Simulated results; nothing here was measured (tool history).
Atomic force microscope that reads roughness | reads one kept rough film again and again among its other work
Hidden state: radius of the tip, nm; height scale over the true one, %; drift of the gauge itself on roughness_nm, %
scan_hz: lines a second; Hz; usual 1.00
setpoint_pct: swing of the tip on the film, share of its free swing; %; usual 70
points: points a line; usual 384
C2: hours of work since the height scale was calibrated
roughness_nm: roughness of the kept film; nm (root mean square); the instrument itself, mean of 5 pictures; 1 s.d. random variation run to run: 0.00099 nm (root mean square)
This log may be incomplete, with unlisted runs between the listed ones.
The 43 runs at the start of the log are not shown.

{"run": 44, "day": 18.225, "scan_hz": 1.77, "setpoint_pct": 65, "points": 384, "pictures with this tip": 85, "C2": 83, "roughness_nm": 0.594}
{"run": 45, "day": 18.55, "scan_hz": 1.77, "setpoint_pct": 65, "points": 384, "pictures with this tip": 92, "C2": 86, "roughness_nm": 0.5929}
{"run": 46, "day": 18.958, "scan_hz": 1.77, "setpoint_pct": 65, "points": 384, "pictures with this tip": 100, "C2": 90, "roughness_nm": 0.5925}
{"run": 47, "day": 19.508, "scan_hz": 1.7, "setpoint_pct": 70, "points": 528, "pictures with this tip": 111, "C2": 95, "roughness_nm": 0.586}
{"day": 19.838, "done": "new tip fitted"}
{"run": 48, "day": 20.012, "scan_hz": 1.7, "setpoint_pct": 70, "points": 528, "pictures with this tip": 3, "C2": 100, "roughness_nm": 0.5923}
{"run": 49, "day": 20.371, "scan_hz": 0.54, "setpoint_pct": 86, "points": 681, "pictures with this tip": 11, "C2": 104, "roughness_nm": 0.5994}
{"run": 50, "day": 20.875, "scan_hz": 2.81, "setpoint_pct": 70, "points": 442, "pictures with this tip": 21, "C2": 109, "roughness_nm": 0.5682}
{"run": 51, "day": 21.492, "scan_hz": 2.81, "setpoint_pct": 70, "points": 442, "pictures with this tip": 33, "C2": 114, "roughness_nm": 0.5673}
{"run": 52, "day": 22.033, "scan_hz": 0.62, "setpoint_pct": 69, "points": 936, "pictures with this tip": 44, "C2": 120, "roughness_nm": 0.6113}

3 ways to go on from here, each from the tool as it stands after run 52. What would each give?
{"run": "A", "day": 22.529, "scan_hz": 1.3, "setpoint_pct": 63, "points": 567, "pictures with this tip": 54, "C2": 125, "roughness_nm": "?"}
{"run": "B", "day": 22.529, "scan_hz": 1.55, "setpoint_pct": 57, "points": 573, "pictures with this tip": 54, "C2": 125, "roughness_nm": "?"}
{"run": "C", "day": 22.529, "scan_hz": 0.62, "setpoint_pct": 68, "points": 354, "pictures with this tip": 54, "C2": 125, "roughness_nm": "?"}

run=A roughness_nm=0.6074
run=B roughness_nm=0.6091
run=C roughness_nm=0.6099
What these runs would have given with no unlogged condition in the tool:
run=A roughness_nm=0.6102
run=B roughness_nm=0.6118
run=C roughness_nm=0.6126
